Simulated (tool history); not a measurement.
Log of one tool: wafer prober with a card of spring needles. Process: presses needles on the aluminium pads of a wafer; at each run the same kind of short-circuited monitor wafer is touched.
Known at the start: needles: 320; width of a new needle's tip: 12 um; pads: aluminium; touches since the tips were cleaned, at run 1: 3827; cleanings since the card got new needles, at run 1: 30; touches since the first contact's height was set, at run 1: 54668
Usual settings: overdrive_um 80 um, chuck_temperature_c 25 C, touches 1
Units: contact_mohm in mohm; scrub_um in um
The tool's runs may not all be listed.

run,hour,overdrive_um,chuck_temperature_c,touches,touches since the tips were cleaned,cleanings since the card got new needles,touches since the first contact's height was set,contact_mohm,scrub_um
1,0,80,25,1,3827,30,54668,256,21.38
# hour 1.2: tips cleaned on abrasive film
# hour 9.2: tips cleaned on abrasive film
2,15.3,80,25,1,3179,32,62543,256,21.34
# hour 16.8: tips cleaned on abrasive film
# hour 25.8: tips cleaned on abrasive film
3,27.8,80,25,1,1067,34,68924,233,21.3
# hour 35.1: tips cleaned on abrasive film
# hour 43.4: tips cleaned on abrasive film
4,45.2,80,25,1,982,36,77878,242,21.28
# hour 51.6: tips cleaned on abrasive film
# hour 60.6: tips cleaned on abrasive film
# hour 68.4: tips cleaned on abrasive film
# hour 68.7: height of the first contact set anew
5,68.7,80,25,1,0,39,0,208,21.51
# hour 77.9: tips cleaned on abrasive film
# hour 85.4: tips cleaned on abrasive film
6,89,80,25,2,1858,41,10440,228,21.52
# hour 93.4: tips cleaned on abrasive film
# hour 101.9: tips cleaned on abrasive film
# hour 109.9: tips cleaned on abrasive film
7,113.2,80,25,2,1683,44,22870,229,21.47
# hour 118.7: tips cleaned on abrasive film
# hour 126.9: tips cleaned on abrasive film
# hour 135.7: tips cleaned on abrasive film
8,136.9,80,59,1,643,47,35054,228,21.44
# hour 144.2: tips cleaned on abrasive film
# hour 148: tips cleaned on abrasive film, once more
9,153.5,80,25,1,2848,49,43566,251,21.4
# hour 157.3: tips cleaned on abrasive film
# hour 165.6: tips cleaned on abrasive film
10,166.2,80,25,1,271,51,50057,219,21.38
# hour 174.2: tips cleaned on abrasive film
# hour 182.7: tips cleaned on abrasive film
11,182.7,80,25,1,0,53,58545,206,21.34
# hour 190.4: tips cleaned on abrasive film
# hour 198.2: tips cleaned on abrasive film
12,199.8,80,26,1,817,55,67327,229,21.32
# hour 205.9: tips cleaned on abrasive film
13,211.1,80,26,1,2667,56,73155,243,21.3
# hour 213.5: tips cleaned on abrasive film
# hour 221.3: tips cleaned on abrasive film
# hour 229.3: tips cleaned on abrasive film
14,232.6,80,26,1,1725,59,84177,242,21.27
# hour 237.9: tips cleaned on abrasive film
# hour 242.8: height of the first contact set anew
# hour 245.8: tips cleaned on abrasive film
# hour 254.4: tips cleaned on abrasive film
15,256.6,80,26,1,1148,62,7077,231,21.53
# hour 262.2: tips cleaned on abrasive film
# hour 271.4: tips cleaned on abrasive film
16,277.9,80,26,1,3380,64,18008,251,21.48
# hour 279.8: tips cleaned on abrasive film
# hour 288.1: tips cleaned on abrasive film
# hour 296.1: tips cleaned on abrasive film
17,296.1,80,26,1,0,67,27319,213,21.43

Forecast run 18:
# hour 305: tips cleaned on abrasive film
18,307.7,72,82,1,1396,68,33310,?,?

Run 18 gave contact_mohm 259 mohm, scrub_um 19.29 um.
Without the tool's hidden state the same run would have given contact_mohm 220 mohm, scrub_um 19.38 um.
